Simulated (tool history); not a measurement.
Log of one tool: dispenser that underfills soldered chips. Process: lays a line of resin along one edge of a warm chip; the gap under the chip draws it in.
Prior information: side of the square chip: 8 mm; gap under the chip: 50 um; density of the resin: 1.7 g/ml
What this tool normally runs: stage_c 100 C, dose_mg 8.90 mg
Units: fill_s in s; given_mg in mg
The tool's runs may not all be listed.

run     day  stage_c  dose_mg  fill_s  given_mg
  1   0.000      100     8.90    57.6      8.86
      0.242  -- new syringe of resin
  2   0.388      100     8.90    58.8      8.65
      0.575  -- new syringe of resin
      0.892  -- new syringe of resin
  3   0.929      100    10.48    53.9     10.21
      1.208  -- new syringe of resin
  4   1.442      100    10.48    61.1     10.23
      1.542  -- new syringe of resin
      1.879  -- new syringe of resin
  5   1.892      100     9.36    54.3      9.02
      2.217  -- new syringe of resin
  6   2.225      100     9.36    53.6      9.09
      2.538  -- new syringe of resin
  7   2.579      100    10.61    54.8     10.06
      2.888  -- new syringe of resin
  8   3.033      100    10.61    58.1     10.34
      3.208  -- new syringe of resin
  9   3.379      100     8.90    59.4      8.50
      3.525  -- new syringe of resin
 10   3.804      100     8.90    64.9      8.43
      3.862  -- new syringe of resin
      4.179  -- new syringe of resin
 11   4.262      100     8.90    57.0      8.23
      4.504  -- new syringe of resin
 12   4.612      100     8.90    58.5      8.39
      4.821  -- new syringe of resin
 13   4.888      100     8.90    55.4      8.41
 14   5.112       87     8.90    99.1      8.17
      5.167  -- new syringe of resin
 15   5.425       87     8.90    96.5      8.27
      5.500  -- new syringe of resin
      5.825  -- new syringe of resin
 16   5.917       87     7.78    86.4      7.18
      6.162  -- new syringe of resin
 17   6.288       87     7.78    89.1      7.03
      6.479  -- new syringe of resin
 18   6.571       89    11.12    77.7     10.08
      6.821  -- new syringe of resin
 19   6.862       89     9.56    76.1      8.76
      7.146  -- new syringe of resin
      7.188  -- dispensing valve cleaned and set on the balance
 20   7.250       89     9.56    80.0      9.58
      7.512  -- new syringe of resin
 21   7.646       89     9.56    81.9      9.58
      7.867  -- new syringe of resin
 22   7.942      100     9.58    56.2      9.42
      8.204  -- new syringe of resin
 23   8.212       98     8.70    57.0      8.60
      8.521  -- new syringe of resin
 24   8.625       88    10.44    82.3     10.22
      8.842  -- new syringe of resin
 25   9.046      101    10.90    57.6     10.66
      9.188  -- new syringe of resin
 26   9.483       98     9.27    67.4      8.96
      9.521  -- new syringe of resin
 27   9.821      100     8.74    64.3      8.44
      9.867  -- new syringe of resin
 28  10.146       95     7.65    75.5      7.32
     10.204  -- new syringe of resin
 29  10.371       95     7.65    69.6      7.37
     10.562  -- new syringe of resin
 30  10.604      103     8.90    50.2      8.47
     10.892  -- new syringe of resin
 31  11.058       88     8.02    89.1      7.67
     11.208  -- new syringe of resin
 32  11.362       88     8.02    86.0      7.56
     11.546  -- new syringe of resin
 33  11.642       90    11.34    75.5     10.68
     11.871  -- new syringe of resin
 34  12.121       90    11.33    84.7     10.75

Predict each of these 3 candidate next runs independently; none follows another, all start after run 34:
     12.221  -- new syringe of resin
  A  12.483       87     8.55       ?         ?
     12.221  -- new syringe of resin
  B  12.483       90     8.30       ?         ?
     12.221  -- new syringe of resin
  C  12.483       88     9.81       ?         ?

run  fill_s  given_mg
  A    96.9      7.97
  B    85.4      7.88
  C    89.7      9.09
Without the tool's hidden state the same runs would have given:
run  fill_s  given_mg
  A    82.3      8.53
  B    72.3      8.43
  C    76.6      9.73
